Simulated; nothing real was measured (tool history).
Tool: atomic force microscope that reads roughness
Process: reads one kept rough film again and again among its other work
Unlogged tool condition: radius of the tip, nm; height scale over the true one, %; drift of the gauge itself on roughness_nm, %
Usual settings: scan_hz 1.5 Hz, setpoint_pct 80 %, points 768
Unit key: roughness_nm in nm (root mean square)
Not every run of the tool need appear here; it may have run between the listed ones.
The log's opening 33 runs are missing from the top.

run	day	scan_hz	setpoint_pct	points	pictures with this tip	hours of work since the height scale was calibrated	roughness_nm
34	22.158	1.64	56	350	56	387	0.9839
35	22.954	0.69	60	913	81	395	0.9961
36	23.458	0.97	80	287	97	400	0.9525
37	23.875	2.85	76	518	110	404	0.8952
38	24.421	1.5	62	588	127	409	0.9763
39	25.258	2.02	80	768	153	418	0.9071
40	25.954	3.29	57	256	175	425	0.9539
41	26.733	1.1	56	296	199	432	0.9861
42	27.462	0.88	57	296	222	440	0.9879
43	28.354	0.85	57	734	250	449	0.9933
44	29.071	2.03	57	663	272	456	0.9787
# day 29.892: new tip fitted
45	29.942	2.03	57	663	2	464	0.9774
46	30.821	1.48	72	698	29	473	0.9564
47	31.692	1.48	65	698	56	482	0.9747

What if the next run were any one of these 5? Each begins from the tool's condition after run 47:
A	32.183	1.4	67	844	72	487	?
B	32.183	1.76	65	698	72	487	?
C	32.183	0.92	70	352	72	487	?
D	32.183	1.48	65	357	72	487	?
E	32.183	1.48	58	698	72	487	?

run	roughness_nm
A	0.9714
B	0.9663
C	0.9738
D	0.9698
E	0.9867
The same runs, with their run-to-run variation unchanged, on a tool lacking any hidden condition would have given:
run	roughness_nm
A	0.9714
B	0.9663
C	0.9738
D	0.9698
E	0.9867
